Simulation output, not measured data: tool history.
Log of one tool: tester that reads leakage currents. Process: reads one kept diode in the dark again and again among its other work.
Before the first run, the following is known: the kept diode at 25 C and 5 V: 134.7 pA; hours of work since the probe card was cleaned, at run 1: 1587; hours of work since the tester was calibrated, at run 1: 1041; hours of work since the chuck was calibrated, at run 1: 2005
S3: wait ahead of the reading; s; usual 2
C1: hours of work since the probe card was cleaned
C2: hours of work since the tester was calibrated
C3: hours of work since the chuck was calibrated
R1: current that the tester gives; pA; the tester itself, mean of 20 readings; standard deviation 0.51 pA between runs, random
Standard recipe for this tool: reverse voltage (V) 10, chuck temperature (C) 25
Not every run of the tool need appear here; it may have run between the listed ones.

{"run": 1, "hour": 0.0, "reverse voltage (V)": 10, "chuck temperature (C)": 25, "S3": 2, "C1": 1587, "C2": 1041, "C3": 2005, "R1": 171.4}
{"run": 2, "hour": 50.9, "reverse voltage (V)": 8.8, "chuck temperature (C)": 25, "S3": 2, "C1": 1623, "C2": 1077, "C3": 2042, "R1": 163.44}
{"run": 3, "hour": 74.2, "reverse voltage (V)": 8.8, "chuck temperature (C)": 25, "S3": 2, "C1": 1640, "C2": 1094, "C3": 2058, "R1": 163.67}
{"run": 4, "hour": 100.7, "reverse voltage (V)": 10, "chuck temperature (C)": 25, "S3": 2, "C1": 1659, "C2": 1113, "C3": 2077, "R1": 171.95}
{"run": 5, "hour": 126.2, "reverse voltage (V)": 10, "chuck temperature (C)": 25, "S3": 2, "C1": 1677, "C2": 1131, "C3": 2096, "R1": 171.48}
{"run": 6, "hour": 163.8, "reverse voltage (V)": 9.9, "chuck temperature (C)": 25, "S3": 2, "C1": 1704, "C2": 1158, "C3": 2123, "R1": 170.84}
{"hour": 199.0, "done": "probe card cleaned and baked"}
{"run": 7, "hour": 200.3, "reverse voltage (V)": 2.4, "chuck temperature (C)": 25, "S3": 2, "C1": 1, "C2": 1182, "C3": 2147, "R1": 104.86}
{"run": 8, "hour": 252.6, "reverse voltage (V)": 2.4, "chuck temperature (C)": 25, "S3": 2, "C1": 38, "C2": 1220, "C3": 2184, "R1": 105.2}
{"run": 9, "hour": 284.4, "reverse voltage (V)": 2.4, "chuck temperature (C)": 25, "S3": 2, "C1": 61, "C2": 1242, "C3": 2207, "R1": 105.07}
{"run": 10, "hour": 307.5, "reverse voltage (V)": 2.4, "chuck temperature (C)": 25, "S3": 2, "C1": 78, "C2": 1259, "C3": 2223, "R1": 105.87}
{"run": 11, "hour": 342.7, "reverse voltage (V)": 2.4, "chuck temperature (C)": 25, "S3": 2, "C1": 103, "C2": 1284, "C3": 2248, "R1": 105.06}
{"run": 12, "hour": 374.6, "reverse voltage (V)": 2.4, "chuck temperature (C)": 29, "S3": 2.08, "C1": 126, "C2": 1307, "C3": 2271, "R1": 151.62}
{"run": 13, "hour": 412.9, "reverse voltage (V)": 10, "chuck temperature (C)": 44, "S3": 2, "C1": 153, "C2": 1334, "C3": 2299, "R1": 881.14}
{"run": 14, "hour": 462.5, "reverse voltage (V)": 3.3, "chuck temperature (C)": 25, "S3": 0.34, "C1": 189, "C2": 1370, "C3": 2334, "R1": 117.52}
{"hour": 508.1, "done": "chuck's temperature calibrated"}
{"run": 15, "hour": 508.1, "reverse voltage (V)": 10, "chuck temperature (C)": 25, "S3": 2.86, "C1": 220, "C2": 1401, "C3": 0, "R1": 171.98}
{"run": 16, "hour": 549.4, "reverse voltage (V)": 10, "chuck temperature (C)": 25, "S3": 2.86, "C1": 249, "C2": 1431, "C3": 30, "R1": 171.22}
{"run": 17, "hour": 575.4, "reverse voltage (V)": 12.3, "chuck temperature (C)": 59, "S3": 3.47, "C1": 268, "C2": 1449, "C3": 48, "R1": 2962.92}
{"run": 18, "hour": 627.0, "reverse voltage (V)": 12.3, "chuck temperature (C)": 59, "S3": 3.47, "C1": 305, "C2": 1486, "C3": 85, "R1": 2984.21}
{"run": 19, "hour": 659.3, "reverse voltage (V)": 10, "chuck temperature (C)": 25, "S3": 2.32, "C1": 328, "C2": 1509, "C3": 108, "R1": 171.01}
{"run": 20, "hour": 700.7, "reverse voltage (V)": 11.8, "chuck temperature (C)": 25, "S3": 1.15, "C1": 358, "C2": 1539, "C3": 138, "R1": 180.97}
{"run": 21, "hour": 730.1, "reverse voltage (V)": 17.5, "chuck temperature (C)": 25, "S3": 1.15, "C1": 379, "C2": 1560, "C3": 159, "R1": 206.48}
{"run": 22, "hour": 751.8, "reverse voltage (V)": 17.5, "chuck temperature (C)": 54, "S3": 1.78, "C1": 394, "C2": 1575, "C3": 174, "R1": 2318.95}

Forecast each of these 5 alternatives for the next run:
{"run": "A", "hour": 804.6, "reverse voltage (V)": 3, "chuck temperature (C)": 30, "S3": 0.56, "C1": 432, "C2": 1613, "C3": 212, "R1": "?"}
{"run": "B", "hour": 804.6, "reverse voltage (V)": 10, "chuck temperature (C)": 22, "S3": 2, "C1": 432, "C2": 1613, "C3": 212, "R1": "?"}
{"run": "C", "hour": 804.6, "reverse voltage (V)": 17.5, "chuck temperature (C)": 54, "S3": 6.44, "C1": 432, "C2": 1613, "C3": 212, "R1": "?"}
{"run": "D", "hour": 804.6, "reverse voltage (V)": 5.3, "chuck temperature (C)": 48, "S3": 1.78, "C1": 432, "C2": 1613, "C3": 212, "R1": "?"}
{"run": "E", "hour": 804.6, "reverse voltage (V)": 17.5, "chuck temperature (C)": 33, "S3": 1.78, "C1": 432, "C2": 1613, "C3": 212, "R1": "?"}

run=A R1=178.36
run=B R1=129.82
run=C R1=2315.66
run=D R1=973.87
run=E R1=420.07
What these runs would have given with no unlogged condition in the tool:
run=A R1=178.31
run=B R1=129.76
run=C R1=2315.15
run=D R1=973.66
run=E R1=419.92
